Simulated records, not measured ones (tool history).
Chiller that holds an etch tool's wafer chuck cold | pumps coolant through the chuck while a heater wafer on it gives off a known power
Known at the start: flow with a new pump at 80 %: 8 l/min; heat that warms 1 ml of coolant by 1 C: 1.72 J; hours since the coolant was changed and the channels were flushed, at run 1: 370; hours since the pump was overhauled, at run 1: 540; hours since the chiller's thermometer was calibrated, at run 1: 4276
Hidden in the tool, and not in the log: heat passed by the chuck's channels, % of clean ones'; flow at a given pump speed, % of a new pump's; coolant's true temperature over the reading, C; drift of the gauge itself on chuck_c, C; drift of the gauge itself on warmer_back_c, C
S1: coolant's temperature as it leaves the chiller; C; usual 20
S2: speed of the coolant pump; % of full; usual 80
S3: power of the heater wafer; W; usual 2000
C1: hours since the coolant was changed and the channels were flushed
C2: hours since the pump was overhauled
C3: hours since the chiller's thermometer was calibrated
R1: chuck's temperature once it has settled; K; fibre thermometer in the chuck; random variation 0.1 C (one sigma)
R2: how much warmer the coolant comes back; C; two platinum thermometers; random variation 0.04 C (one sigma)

run,hour,S1,S2,S3,C1,C2,C3,R1,R2
1,0,20,80,2000,370,540,4276,313.95,8.79
2,62,20,80,2000,432,602,4338,314.05,8.8
3,122.1,20,80,2000,492,662,4398,314.15,8.77
# hour 127.2: chiller's thermometer calibrated
4,170.8,20,80,2000,539,710,44,314.75,8.8
5,238.5,20,80,1632,607,777,111,310.85,7.18
6,309.6,20,80,2572,678,848,182,321.15,11.35
7,343.7,20,80,2572,712,883,216,321.05,11.36
8,406,20,80,2572,775,945,279,321.05,11.37
9,457.1,20,80,2572,826,996,330,321.05,11.34
10,527.2,21,80,2000,896,1066,400,315.95,8.88
11,602.1,30,80,1927,971,1141,475,324.05,8.55
12,658,30,80,1927,1027,1197,531,324.25,8.54
13,712.8,30,80,1927,1082,1252,586,324.15,8.56
14,777.1,11,74,2677,1146,1316,650,314.95,12.81
15,851.7,14,80,2000,1220,1391,724,309.15,8.93
16,892.6,20,80,2081,1261,1431,765,316.15,9.2
17,960,24,90,1399,1329,1499,833,311.45,5.57
18,1014.9,16,89,2068,1384,1554,888,310.55,8.28
19,1064.4,15,82,1291,1433,1603,937,302.35,5.6

5 ways to go on from here, each from the tool as it stands after run 19. What would each give?
A,1118.1,10,82,1291,1487,1657,991,?,?
B,1118.1,12,95,1040,1487,1657,991,?,?
C,1118.1,12,83,2104,1487,1657,991,?,?
D,1118.1,15,88,1291,1487,1657,991,?,?
E,1118.1,20,69,2000,1487,1657,991,?,?

run,R1,R2
A,297.15,5.61
B,295.35,3.88
C,307.95,9.05
D,301.75,5.24
E,317.45,10.3
Without the tool's hidden state the same runs would have given:
run,R1,R2
A,296.55,5.49
B,295.05,3.79
C,306.95,8.85
D,301.25,5.13
E,316.45,10.07

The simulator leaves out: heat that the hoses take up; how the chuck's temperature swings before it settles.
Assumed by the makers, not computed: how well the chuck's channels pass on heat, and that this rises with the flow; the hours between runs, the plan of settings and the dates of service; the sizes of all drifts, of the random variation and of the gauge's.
